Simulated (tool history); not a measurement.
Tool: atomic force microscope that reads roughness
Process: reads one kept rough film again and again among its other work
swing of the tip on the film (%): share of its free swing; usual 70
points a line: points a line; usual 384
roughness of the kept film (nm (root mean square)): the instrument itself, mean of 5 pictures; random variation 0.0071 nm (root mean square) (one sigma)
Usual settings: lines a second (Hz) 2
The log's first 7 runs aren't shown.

run     day  lines a second (Hz)  swing of the tip on the film (%)  points a line  pictures with this tip  hours of work since the height scale was calibrated  roughness of the kept film (nm (root mean square))
  8   4.271                    2                                70            340                      57                                                  188                                               1.367
  9   4.654                    2                                70            340                      74                                                  195                                               1.334
      4.738  -- new tip fitted
 10   5.233                    2                                70            384                      22                                                  204                                               1.433
 11   5.792                    2                                70            384                      47                                                  213                                               1.391
      6.475  -- new tip fitted
 12   6.583                    2                                70            384                       5                                                  226                                               1.449
 13   7.362                    2                                70            384                      39                                                  239                                               1.408
 14   7.983                    2                                70            384                      67                                                  250                                               1.352
      8.204  -- new tip fitted
 15   8.638                    2                                56            384                      19                                                  260                                                1.47
      8.742  -- height scale calibrated on a step standard
 16   9.012                 0.67                                60            374                      34                                                    5                                                1.46
 17   9.504                 0.67                                77            374                      55                                                   13                                               1.401
     10.017  -- new tip fitted
 18   10.05                 0.67                                60            927                       2                                                   22                                               1.525
     10.558  -- height scale calibrated on a step standard, once more
 19  10.742                 0.67                                60            927                      30                                                    3                                               1.464
 20  11.479                 0.67                                60            927                      63                                                   15                                               1.408
     11.762  -- new tip fitted
 21  12.296                 0.67                                60            927                      23                                                   29                                               1.478
 22  13.079                 0.56                                66            927                      58                                                   42                                               1.432
     13.483  -- new tip fitted
 23  13.808                 0.56                                66            927                      14                                                   54                                               1.485
 24  14.362                 0.56                                66            927                      38                                                   63                                               1.456
 25  15.042                  1.1                                70            384                      69                                                   74                                               1.385
     15.246  -- new tip fitted
 26  15.754                 0.84                                70            271                      22                                                   86                                                1.46
 27  16.192                 0.84                                60            304                      41                                                   93                                               1.437
     16.975  -- new tip fitted
 28  17.046                 0.84                                60            304                       3                                                  107                                               1.506
 29  17.479                 1.96                                68            600                      22                                                  114                                               1.441
 30  18.012                 3.75                                56            308                      46                                                  123                                               1.396

5 ways to go on from here, each from the tool as it stands after run 30. What would each give?
  A  18.446                 3.75                                56            607                      65                                                  131                                                   ?
  B  18.446                  0.7                                77            492                      65                                                  131                                                   ?
  C  18.446                 3.75                                68            308                      65                                                  131                                                   ?
  D  18.446                 3.09                                75            642                      65                                                  131                                                   ?
  E  18.446                 1.31                                70            411                      65                                                  131                                                   ?

run  roughness of the kept film (nm (root mean square))
  A                                               1.385
  B                                                1.39
  C                                               1.316
  D                                               1.306
  E                                               1.379
Without the tool's hidden state the same runs would have given:
run  roughness of the kept film (nm (root mean square))
  A                                               1.497
  B                                               1.504
  C                                               1.424
  D                                               1.413
  E                                               1.491
